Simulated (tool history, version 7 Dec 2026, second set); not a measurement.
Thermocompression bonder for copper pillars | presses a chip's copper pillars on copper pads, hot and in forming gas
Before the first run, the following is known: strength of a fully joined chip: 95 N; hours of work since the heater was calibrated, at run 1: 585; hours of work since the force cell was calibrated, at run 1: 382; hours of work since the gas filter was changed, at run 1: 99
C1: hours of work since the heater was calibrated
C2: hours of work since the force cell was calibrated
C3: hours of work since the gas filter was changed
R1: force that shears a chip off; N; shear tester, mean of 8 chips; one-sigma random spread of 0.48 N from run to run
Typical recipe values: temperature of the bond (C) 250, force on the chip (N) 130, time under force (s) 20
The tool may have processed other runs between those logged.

Run 1, hour 0.0: usual settings; C1 585; C2 382; C3 99. Result: R1 58.6 N.
Run 2, hour 27.8: usual settings; C1 603; C2 400; C3 117. Result: R1 58.0 N.
Run 3, hour 44.6: usual settings but time under force (s) 19; C1 613; C2 410; C3 127. Result: R1 57.0 N.
Run 4, hour 65.9: usual settings; C1 627; C2 424; C3 141. Result: R1 59.1 N.
Run 5, hour 78.6: usual settings; C1 635; C2 432; C3 149. Result: R1 57.0 N.
Run 6, hour 93.0: usual settings; C1 644; C2 441; C3 158. Result: R1 56.8 N.
Run 7, hour 112.1: usual settings; C1 656; C2 453; C3 170. Result: R1 57.7 N.
At hour 115.2: forming gas filter changed.
Run 8, hour 136.7: usual settings; C1 671; C2 468; C3 14. Result: R1 58.1 N.
At hour 140.0: force cell calibrated.
Run 9, hour 151.4: usual settings; C1 679; C2 7; C3 22. Result: R1 58.2 N.
Run 10, hour 175.0: usual settings; C1 694; C2 22; C3 37. Result: R1 58.1 N.
Run 11, hour 192.2: usual settings; C1 705; C2 33; C3 48. Result: R1 57.7 N.
Run 12, hour 208.2: usual settings; C1 715; C2 43; C3 58. Result: R1 57.7 N.
Run 13, hour 231.0: usual settings but temperature of the bond (C) 262; C1 729; C2 57; C3 72. Result: R1 67.9 N.
Run 14, hour 250.3: usual settings but temperature of the bond (C) 262; C1 742; C2 70; C3 84. Result: R1 67.3 N.
At hour 265.5: force cell calibrated, once more.
Run 15, hour 272.9: usual settings but temperature of the bond (C) 262; C1 755; C2 5; C3 98. Result: R1 66.2 N.
Run 16, hour 298.3: usual settings but temperature of the bond (C) 277, time under force (s) 46; C1 771; C2 21; C3 114. Result: R1 86.0 N.
Run 17, hour 320.5: usual settings but time under force (s) 31; C1 785; C2 35; C3 128. Result: R1 63.2 N.
Run 18, hour 342.0: usual settings but temperature of the bond (C) 249, force on the chip (N) 79, time under force (s) 24; C1 798; C2 48; C3 141. Result: R1 39.0 N.
Run 19, hour 358.7: usual settings but temperature of the bond (C) 249, force on the chip (N) 79, time under force (s) 24; C1 809; C2 59; C3 152. Result: R1 38.2 N.
Run 20, hour 379.9: usual settings but temperature of the bond (C) 241, time under force (s) 21; C1 822; C2 72; C3 165. Result: R1 48.9 N.
At hour 390.7: forming gas filter changed.
Run 21, hour 402.0: usual settings but force on the chip (N) 95, time under force (s) 41; C1 836; C2 86; C3 7. Result: R1 55.9 N.
Run 22, hour 425.9: usual settings but temperature of the bond (C) 259, time under force (s) 27; C1 851; C2 101; C3 22. Result: R1 69.0 N.
Run 23, hour 454.8: usual settings but force on the chip (N) 169, time under force (s) 40; C1 869; C2 119; C3 40. Result: R1 77.0 N.
Run 24, hour 470.5: usual settings but force on the chip (N) 169, time under force (s) 40; C1 879; C2 129; C3 50. Result: R1 76.4 N.
Run 25, hour 489.2: usual settings but temperature of the bond (C) 264, force on the chip (N) 132, time under force (s) 41; C1 891; C2 141; C3 62. Result: R1 78.7 N.

What if the next run were any one of these 5? Each begins from the tool's condition after run 25:
Run A, hour 508.4: usual settings but temperature of the bond (C) 266, force on the chip (N) 90, time under force (s) 41; C1 903; C2 153; C3 74. Result: R1 ?.
Run B, hour 508.4: usual settings but temperature of the bond (C) 264, force on the chip (N) 132, time under force (s) 12; C1 903; C2 153; C3 74. Result: R1 ?.
Run C, hour 508.4: usual settings but temperature of the bond (C) 249, force on the chip (N) 123, time under force (s) 11; C1 903; C2 153; C3 74. Result: R1 ?.
Run D, hour 508.4: usual settings but temperature of the bond (C) 276, force on the chip (N) 148, time under force (s) 22; C1 903; C2 153; C3 74. Result: R1 ?.
Run E, hour 508.4: usual settings but temperature of the bond (C) 244, force on the chip (N) 102; C1 903; C2 153; C3 74. Result: R1 ?.

run    R1
  A  64.9
  B  58.2
  C  42.7
  D  80.4
  E  41.4
Stripped of hidden state, with their random variation kept, the same runs would have yielded:
run    R1
  A  71.7
  B  65.2
  C  49.5
  D  85.3
  E  48.3
